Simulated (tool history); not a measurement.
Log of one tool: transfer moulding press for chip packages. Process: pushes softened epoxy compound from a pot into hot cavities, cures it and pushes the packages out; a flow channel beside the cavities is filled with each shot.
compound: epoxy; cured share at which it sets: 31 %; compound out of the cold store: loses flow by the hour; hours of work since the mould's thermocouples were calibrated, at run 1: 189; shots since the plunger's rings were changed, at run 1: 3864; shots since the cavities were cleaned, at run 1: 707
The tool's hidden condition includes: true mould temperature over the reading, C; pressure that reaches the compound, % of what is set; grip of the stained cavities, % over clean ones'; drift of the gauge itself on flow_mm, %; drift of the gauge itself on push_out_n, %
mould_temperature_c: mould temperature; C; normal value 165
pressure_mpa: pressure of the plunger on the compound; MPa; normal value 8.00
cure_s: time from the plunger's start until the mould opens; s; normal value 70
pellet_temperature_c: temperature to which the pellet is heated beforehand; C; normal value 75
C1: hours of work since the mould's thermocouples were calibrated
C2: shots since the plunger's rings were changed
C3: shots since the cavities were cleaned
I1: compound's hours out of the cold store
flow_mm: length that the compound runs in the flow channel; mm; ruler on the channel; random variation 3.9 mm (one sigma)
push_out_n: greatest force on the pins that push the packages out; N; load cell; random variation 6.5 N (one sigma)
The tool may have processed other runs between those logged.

{"run": 1, "day": 0.0, "mould_temperature_c": 165, "pressure_mpa": 8.0, "cure_s": 70, "pellet_temperature_c": 75, "C1": 189, "C2": 3864, "C3": 707, "I1": 12.7, "flow_mm": 525, "push_out_n": 387}
{"run": 2, "day": 0.304, "mould_temperature_c": 165, "pressure_mpa": 8.0, "cure_s": 70, "pellet_temperature_c": 75, "C1": 193, "C2": 3968, "C3": 811, "I1": 23.0, "flow_mm": 492, "push_out_n": 378}
{"run": 3, "day": 0.767, "mould_temperature_c": 165, "pressure_mpa": 8.0, "cure_s": 70, "pellet_temperature_c": 75, "C1": 199, "C2": 4127, "C3": 970, "I1": 12.0, "flow_mm": 530, "push_out_n": 403}
{"run": 4, "day": 1.05, "mould_temperature_c": 165, "pressure_mpa": 8.0, "cure_s": 70, "pellet_temperature_c": 75, "C1": 203, "C2": 4224, "C3": 1067, "I1": 12.4, "flow_mm": 518, "push_out_n": 442}
{"day": 1.188, "done": "cavities cleaned with cleaning compound and waxed"}
{"run": 5, "day": 1.558, "mould_temperature_c": 165, "pressure_mpa": 8.0, "cure_s": 70, "pellet_temperature_c": 75, "C1": 209, "C2": 4377, "C3": 128, "I1": 10.8, "flow_mm": 526, "push_out_n": 301}
{"run": 6, "day": 2.029, "mould_temperature_c": 165, "pressure_mpa": 8.0, "cure_s": 70, "pellet_temperature_c": 75, "C1": 215, "C2": 4538, "C3": 289, "I1": 20.4, "flow_mm": 488, "push_out_n": 311}
{"day": 2.162, "done": "plunger's sealing rings changed"}
{"run": 7, "day": 2.392, "mould_temperature_c": 165, "pressure_mpa": 8.0, "cure_s": 70, "pellet_temperature_c": 75, "C1": 219, "C2": 78, "C3": 377, "I1": 22.6, "flow_mm": 507, "push_out_n": 332}
{"run": 8, "day": 2.888, "mould_temperature_c": 165, "pressure_mpa": 8.0, "cure_s": 70, "pellet_temperature_c": 75, "C1": 225, "C2": 249, "C3": 548, "I1": 26.9, "flow_mm": 491, "push_out_n": 362}
{"run": 9, "day": 3.308, "mould_temperature_c": 165, "pressure_mpa": 6.53, "cure_s": 70, "pellet_temperature_c": 71, "C1": 231, "C2": 392, "C3": 691, "I1": 12.3, "flow_mm": 488, "push_out_n": 392}
{"run": 10, "day": 3.612, "mould_temperature_c": 160, "pressure_mpa": 9.3, "cure_s": 73, "pellet_temperature_c": 71, "C1": 235, "C2": 497, "C3": 796, "I1": 38.6, "flow_mm": 513, "push_out_n": 442}
{"run": 11, "day": 3.9, "mould_temperature_c": 170, "pressure_mpa": 8.0, "cure_s": 109, "pellet_temperature_c": 70, "C1": 239, "C2": 595, "C3": 894, "I1": 28.9, "flow_mm": 474, "push_out_n": 346}
{"run": 12, "day": 4.121, "mould_temperature_c": 170, "pressure_mpa": 8.0, "cure_s": 109, "pellet_temperature_c": 70, "C1": 241, "C2": 670, "C3": 969, "I1": 11.8, "flow_mm": 536, "push_out_n": 340}
{"day": 4.517, "done": "cavities cleaned with cleaning compound and waxed"}
{"run": 13, "day": 4.588, "mould_temperature_c": 165, "pressure_mpa": 8.0, "cure_s": 70, "pellet_temperature_c": 75, "C1": 247, "C2": 808, "C3": 23, "I1": 17.7, "flow_mm": 516, "push_out_n": 267}
{"run": 14, "day": 4.825, "mould_temperature_c": 165, "pressure_mpa": 8.0, "cure_s": 107, "pellet_temperature_c": 78, "C1": 250, "C2": 890, "C3": 105, "I1": 38.8, "flow_mm": 459, "push_out_n": 240}
{"run": 15, "day": 5.104, "mould_temperature_c": 165, "pressure_mpa": 8.0, "cure_s": 102, "pellet_temperature_c": 78, "C1": 254, "C2": 985, "C3": 200, "I1": 29.3, "flow_mm": 481, "push_out_n": 259}
{"run": 16, "day": 5.433, "mould_temperature_c": 169, "pressure_mpa": 8.0, "cure_s": 70, "pellet_temperature_c": 75, "C1": 258, "C2": 1098, "C3": 313, "I1": 42.5, "flow_mm": 442, "push_out_n": 293}

Forecast each of these 3 alternatives for the next run:
{"run": "A", "day": 5.921, "mould_temperature_c": 165, "pressure_mpa": 8.0, "cure_s": 92, "pellet_temperature_c": 75, "C1": 264, "C2": 1265, "C3": 480, "I1": 21.7, "flow_mm": "?", "push_out_n": "?"}
{"run": "B", "day": 5.921, "mould_temperature_c": 170, "pressure_mpa": 7.6, "cure_s": 99, "pellet_temperature_c": 75, "C1": 264, "C2": 1265, "C3": 480, "I1": 15.1, "flow_mm": "?", "push_out_n": "?"}
{"run": "C", "day": 5.921, "mould_temperature_c": 170, "pressure_mpa": 8.0, "cure_s": 70, "pellet_temperature_c": 75, "C1": 264, "C2": 1265, "C3": 480, "I1": 30.7, "flow_mm": "?", "push_out_n": "?"}

run=A flow_mm=502 push_out_n=301
run=B flow_mm=504 push_out_n=299
run=C flow_mm=467 push_out_n=306
The same runs, with their run-to-run variation unchanged, on a tool lacking any hidden condition would have given:
run=A flow_mm=510 push_out_n=213
run=B flow_mm=512 push_out_n=214
run=C flow_mm=474 push_out_n=220
